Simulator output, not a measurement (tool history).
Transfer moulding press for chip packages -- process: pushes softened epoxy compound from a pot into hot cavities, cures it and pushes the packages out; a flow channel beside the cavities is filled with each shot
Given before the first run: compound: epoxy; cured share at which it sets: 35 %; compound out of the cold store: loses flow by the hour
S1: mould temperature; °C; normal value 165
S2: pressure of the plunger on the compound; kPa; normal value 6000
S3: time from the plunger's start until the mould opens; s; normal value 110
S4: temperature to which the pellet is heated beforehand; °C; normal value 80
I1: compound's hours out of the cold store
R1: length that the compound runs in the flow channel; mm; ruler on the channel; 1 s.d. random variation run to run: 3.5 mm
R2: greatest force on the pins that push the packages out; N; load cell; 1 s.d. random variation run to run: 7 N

run   hour   S1    S2   S3  S4    I1   R1   R2
  1    0.0  165  6000  110  80  32.0  855  558
  2    6.5  165  6000  110  80  45.0  832  558
  3   14.4  165  6000  110  80  15.5  888  590
  4   22.2  168  6000  110  80  41.4  820  519
  5   30.1  168  6000  110  80  29.2  845  513
  6   35.5  168  6000  110  80  10.1  877  506
  7   39.6  168  6000  110  80  10.2  880  526
  8   46.7  159  6000  110  80  26.8  905  970
  9   53.6  165  7380  110  80  43.7  916  590
 10   61.9  165  7380  110  80  27.2  958  609
 11   68.1  165  7380  110  80  15.6  990  622
 12   72.7  165  7380  110  80  18.8  970  623
 13   80.6  165  6000  110  83  43.5  829  639
      85.4  -- cavities cleaned with cleaning compound and waxed
 14   87.5  165  6000  110  83  22.3  873  317
 15   96.0  165  6000   90  80  23.6  862  542
 16  101.3  165  6000   90  80  41.4  832  551
 17  105.9  163  4960  115  71  20.0  810  444
 18  115.8  163  4960  115  71  42.1  761  453
 19  122.2  166  5080  124  74  41.1  759  390
 20  128.3  166  5080  118  74  46.8  745  408

What will run 21 give?
 21  134.9  166  5080  131  80  43.9   ?   ?

R1: 760 mm
R2: 396 N
Minus the tool's unlogged condition, the same run would have read R1 787 mm, R2 236 N.

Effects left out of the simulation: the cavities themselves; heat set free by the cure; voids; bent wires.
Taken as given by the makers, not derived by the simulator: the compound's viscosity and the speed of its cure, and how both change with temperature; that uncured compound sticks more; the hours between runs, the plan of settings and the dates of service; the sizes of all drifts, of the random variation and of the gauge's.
